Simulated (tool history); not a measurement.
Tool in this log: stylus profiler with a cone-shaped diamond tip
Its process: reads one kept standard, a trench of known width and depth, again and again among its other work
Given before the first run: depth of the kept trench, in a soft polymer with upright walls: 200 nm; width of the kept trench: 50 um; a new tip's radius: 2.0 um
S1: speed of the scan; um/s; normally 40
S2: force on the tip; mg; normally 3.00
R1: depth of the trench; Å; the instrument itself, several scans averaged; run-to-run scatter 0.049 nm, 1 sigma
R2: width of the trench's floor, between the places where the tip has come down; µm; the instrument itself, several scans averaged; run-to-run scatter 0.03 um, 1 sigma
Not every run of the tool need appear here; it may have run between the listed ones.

run      day   S1    S2      R1     R2
  1    0.000   40  3.00  2034.9  47.91
  2    3.621   40  3.00  2034.6  47.96
  3    6.317   45  3.00  2034.3  47.94
  4   10.192   40  3.00  2034.4  48.00
  5   13.867   40  3.00  2034.0  47.92
  6   18.642   35  3.00  2034.1  47.94
  7   23.138   35  3.00  2033.9  47.89
  8   25.650   35  3.00  2033.6  47.92
  9   30.229   40  3.00  2033.9  47.90
 10   35.908   98  3.00  2033.7  47.54
 11   38.717   98  3.00  2033.1  47.56
 12   41.238   98  7.52  2063.9  47.76
 13   45.796   98  7.52  2063.7  47.72
 14   49.521  129  7.52  2062.8  47.62
 15   53.262  129  7.52  2062.8  47.60
 16   59.046  129  7.52  2062.9  47.63
 17   63.208  129  7.52  2063.3  47.55
      63.704  -- height scale calibrated on a step standard
 18   65.938  129  7.52  2062.0  47.60
 19   70.546  129  7.52  2061.6  47.58
 20   73.846  129  7.52  2061.7  47.53
      75.288  -- height scale calibrated on a step standard, once more
 21   79.500  129  7.52  2065.8  47.54
 22   84.338  129  7.52  2066.4  47.55
 23   88.762  129  7.52  2065.6  47.55
 24   94.688  129  7.52  2065.1  47.55
 25   99.762   35  1.97  2025.8  47.71
 26  103.100   25  1.97  2027.0  47.74
 27  107.642   75  6.81  2060.6  47.67
 28  112.921   53  2.50  2030.7  47.66
 29  117.879   22  2.81  2032.7  47.84
 30  122.638   22  2.81  2032.5  47.78
 31  127.788  100  4.90  2048.4  47.48
 32  133.367  152  3.00  2034.3  47.08
 33  139.250  152  8.17  2067.7  47.39
 34  141.646  152  8.17  2067.5  47.39
 35  144.704   10  1.16  2017.4  47.81
 36  149.192  117  1.95  2024.8  47.14
 37  153.154  117  1.95  2024.6  47.09
 38  158.333  117  1.95  2024.0  47.09
 39  162.358   40  3.42  2036.1  47.65
 40  165.412   21  6.25  2054.7  47.75
 41  171.008   16  1.02  2014.0  47.67
 42  174.250   20  1.09  2015.1  47.65
 43  179.812   20  1.09  2014.7  47.68
 44  183.283   20  1.09  2014.5  47.64
 45  186.338   54  6.68  2056.9  47.60
 46  190.267   37  2.57  2029.0  47.62
 47  193.504   37  2.57  2028.8  47.60

Measured less the same run without the tool's hidden state. The same run-to-run variation is in both; the gauge's scatter may not be:
Hidden state at play: radius of the tip, um; height scale over the true one, %; drift of the gauge itself on depth_nm, %; drift of the gauge itself on floor_um, %.
run    R1     R2
  1  -1.0  -0.09
  2  -1.1  -0.09
  3  -1.1  -0.11
  4  -1.3  -0.11
  5  -1.4  -0.12
  6  -1.6  -0.13
  7  -1.7  -0.14
  8  -1.8  -0.14
  9  -1.9  -0.15
 10  -2.1  -0.17
 11  -2.2  -0.17
 12  -2.3  -0.18
 13  -2.4  -0.19
 14  -2.5  -0.20
 15  -2.7  -0.21
 16  -2.8  -0.21
 17  -2.9  -0.22
 18  -4.3  -0.23
 19  -4.5  -0.24
 20  -4.6  -0.24
 21  -0.1  -0.26
 22  -0.2  -0.27
 23  -0.4  -0.27
 24  -0.6  -0.29
 25  -0.7  -0.30
 26  -0.8  -0.30
 27  -0.9  -0.31
 28  -1.1  -0.32
 29  -1.3  -0.32
 30  -1.4  -0.34
 31  -1.6  -0.35
 32  -1.8  -0.35
 33  -2.0  -0.37
 34  -2.0  -0.37
 35  -2.1  -0.38
 36  -2.2  -0.39
 37  -2.4  -0.39
 38  -2.5  -0.41
 39  -2.6  -0.41
 40  -2.8  -0.41
 41  -2.9  -0.43
 42  -3.0  -0.43
 43  -3.2  -0.44
 44  -3.2  -0.44
 45  -3.4  -0.45
 46  -3.5  -0.46
 47  -3.5  -0.46
